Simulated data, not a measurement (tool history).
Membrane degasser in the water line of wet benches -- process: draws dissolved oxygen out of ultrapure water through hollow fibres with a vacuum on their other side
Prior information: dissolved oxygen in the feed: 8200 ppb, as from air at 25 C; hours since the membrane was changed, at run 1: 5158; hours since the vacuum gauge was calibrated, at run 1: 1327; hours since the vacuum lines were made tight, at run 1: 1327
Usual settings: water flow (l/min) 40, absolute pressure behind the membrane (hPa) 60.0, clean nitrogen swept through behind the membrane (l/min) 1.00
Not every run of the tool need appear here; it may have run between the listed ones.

run,hour,water flow (l/min),absolute pressure behind the membrane (hPa),clean nitrogen swept through behind the membrane (l/min),hours since the membrane was changed,hours since the vacuum gauge was calibrated,hours since the vacuum lines were made tight,dissolved oxygen in the water behind the degasser (ppb),pressure that the water loses in the fibres (hPa)
1,0.0,40,60.0,1.00,5158,1327,1327,219.8,556.4
2,85.2,40,60.0,1.00,5243,1412,1412,218.6,554.8
3,231.6,40,60.0,1.00,5389,1559,1559,221.9,556.8
4,329.2,40,68.9,1.00,5487,1656,1656,287.5,551.3
5,399.8,40,60.0,1.00,5557,1727,1727,219.5,554.0
6,529.8,40,60.0,1.00,5687,1857,1857,218.9,552.8
7,643.4,40,60.0,1.00,5801,1970,1970,222.2,554.4
8,747.9,40,60.0,2.13,5906,2075,2075,118.5,556.8
9,913.0,40,63.4,1.00,6071,2240,2240,246.7,556.4
10,1018.2,40,60.0,1.00,6176,2345,2345,220.1,556.0
11,1182.1,40,60.0,1.00,6340,2509,2509,226.3,553.0
12,1317.6,40,60.0,1.00,6475,2645,2645,220.5,553.9
13,1385.2,40,60.0,1.00,6543,2712,2712,222.4,556.3
14,1547.4,40,60.0,1.00,6705,2874,2874,222.3,555.7
15,1645.6,31,93.2,1.00,6803,2973,2973,377.8,428.9
16,1779.5,42,104.8,1.00,6937,3107,3107,566.2,585.5
17,1865.2,49,55.0,1.00,7023,3192,3192,217.6,676.0
18,1968.6,36,60.0,1.00,7126,3296,3296,203.8,502.1
19,2068.7,26,124.1,0.49,7226,3396,3396,847.7,362.1
20,2181.0,26,56.5,1.67,7339,3508,3508,87.9,362.1
21,2296.0,34,99.4,2.19,7454,3623,3623,233.2,474.0
22,2442.1,43,52.8,1.99,7600,3769,3769,100.3,594.2
23,2516.4,35,52.8,2.87,7674,3843,3843,60.3,482.8
24,2613.9,35,52.8,2.87,7772,3941,3941,60.8,484.4
25,2681.4,35,52.8,2.87,7839,4008,4008,60.9,485.6
26,2752.0,39,60.0,1.00,7910,4079,4079,217.8,543.7
27,2879.3,46,95.1,0.45,8037,4206,4206,909.4,640.5
# hour 2963.5: vacuum gauge calibrated
28,2980.3,46,95.1,0.45,8137,17,4307,925.7,641.3

Each row is a separate what-if for the run after 28, all from the same tool condition, not one after another. Results?
A,3102.5,40,88.0,1.00,8260,139,4429,?,?
B,3102.5,28,41.2,0.54,8260,139,4429,?,?
C,3102.5,38,60.0,0.59,8260,139,4429,?,?
D,3102.5,40,60.0,2.50,8260,139,4429,?,?
E,3102.5,44,52.1,2.59,8260,139,4429,?,?

run,dissolved oxygen in the water behind the degasser (ppb),pressure that the water loses in the fibres (hPa)
A,438.7,556.7
B,90.5,388.8
C,318.3,527.7
D,106.0,555.1
E,79.6,612.7
Stripped of hidden state, with their random variation kept, the same runs would have yielded:
run,dissolved oxygen in the water behind the degasser (ppb),pressure that the water loses in the fibres (hPa)
A,438.7,556.4
B,90.4,388.5
C,318.2,527.3
D,106.0,554.7
E,79.6,612.3
